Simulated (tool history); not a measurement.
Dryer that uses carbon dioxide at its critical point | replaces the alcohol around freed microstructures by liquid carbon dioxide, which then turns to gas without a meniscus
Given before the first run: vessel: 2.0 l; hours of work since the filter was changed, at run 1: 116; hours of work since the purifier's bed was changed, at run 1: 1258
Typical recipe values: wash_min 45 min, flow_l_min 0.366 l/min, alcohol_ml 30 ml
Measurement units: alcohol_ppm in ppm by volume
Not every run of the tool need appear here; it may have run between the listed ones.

run	hour	wash_min	flow_l_min	alcohol_ml	hours of work since the filter was changed	hours of work since the purifier's bed was changed	alcohol_ppm
1	0.0	45	0.366	30	116	1258	255
# hour 35.7: purifier's bed changed
2	59.2	45	0.572	30	146	13	13
3	86.4	45	0.572	20	160	27	5
4	124.7	45	0.366	30	181	48	67
5	190.4	45	0.366	30	216	83	55
6	233.0	45	0.238	30	239	106	405
7	266.4	33	0.366	23	257	124	212
8	325.2	32	0.618	22	288	155	41
9	387.8	32	0.618	22	322	189	60
# hour 394.2: inlet filter changed
10	418.1	63	0.303	30	13	204	62
11	455.5	45	0.400	44	33	224	73

The next listed run, before its measurement:
12	489.5	45	0.400	44	51	243	?

{"run 12": {"alcohol_ppm": 77}}
Take away the tool's hidden state, keep the run-to-run variation as it was, and the same run would have given alcohol_ppm 31 ppm by volume.

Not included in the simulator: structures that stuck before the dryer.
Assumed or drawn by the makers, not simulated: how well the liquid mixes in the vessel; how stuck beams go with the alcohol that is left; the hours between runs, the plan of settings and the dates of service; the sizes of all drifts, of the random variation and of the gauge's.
